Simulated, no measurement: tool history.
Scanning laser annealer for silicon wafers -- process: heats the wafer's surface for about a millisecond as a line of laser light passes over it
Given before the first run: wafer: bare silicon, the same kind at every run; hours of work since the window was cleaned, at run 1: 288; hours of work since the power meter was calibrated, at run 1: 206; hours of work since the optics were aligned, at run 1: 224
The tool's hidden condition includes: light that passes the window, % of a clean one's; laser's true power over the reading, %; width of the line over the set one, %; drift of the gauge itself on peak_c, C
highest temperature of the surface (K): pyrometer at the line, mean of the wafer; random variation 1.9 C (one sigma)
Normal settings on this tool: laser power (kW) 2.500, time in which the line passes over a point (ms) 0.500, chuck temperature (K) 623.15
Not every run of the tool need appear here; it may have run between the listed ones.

run   hour  laser power (kW)  time in which the line passes over a point (ms)  chuck temperature (K)  hours of work since the window was cleaned  hours of work since the power meter was calibrated  hours of work since the optics were aligned  highest temperature of the surface (K)
  1    0.0             2.500                                            0.500                 623.15                                         288                                                 206                                          224                                 1429.15
  2    8.6             2.500                                            0.500                 623.15                                         292                                                 210                                          228                                 1428.15
  3   29.5             2.500                                            0.500                 623.15                                         303                                                 220                                          238                                 1427.15
  4   39.3             2.500                                            0.500                 623.15                                         307                                                 225                                          243                                 1425.15
  5   58.4             2.500                                            0.482                 623.15                                         317                                                 234                                          252                                 1416.15
  6   69.1             2.500                                            0.500                 623.15                                         322                                                 240                                          257                                 1426.15
  7   79.5             2.500                                            0.500                 623.15                                         327                                                 245                                          262                                 1424.15
  8   90.2             2.533                                            0.384                 615.15                                         332                                                 250                                          267                                 1342.15
  9  106.9             2.214                                            0.489                 623.15                                         340                                                 258                                          275                                 1321.15
 10  127.2             2.279                                            0.362                 584.15                                         350                                                 268                                          285                                 1221.15
 11  145.3             2.220                                            0.374                 584.15                                         359                                                 277                                          294                                 1210.15
 12  156.7             2.282                                            0.424                 591.15                                         364                                                 282                                          300                                 1274.15
 13  171.4             2.202                                            0.452                 586.15                                         371                                                 289                                          307                                 1258.15
 14  180.5             2.473                                            0.510                 586.15                                         376                                                 294                                          311                                 1390.15

Forecast each of these 3 alternatives for the next run:
  A  196.0             2.500                                            0.500                 601.15                                         383                                                 301                                          319                                       ?
  B  196.0             2.500                                            0.500                 633.15                                         383                                                 301                                          319                                       ?
  C  196.0             2.500                                            0.500                 598.15                                         383                                                 301                                          319                                       ?

run  highest temperature of the surface (K)
  A                                 1409.15
  B                                 1438.15
  C                                 1400.15
Without the tool's unlogged condition, the same runs would have read:
run  highest temperature of the surface (K)
  A                                 1410.15
  B                                 1439.15
  C                                 1401.15
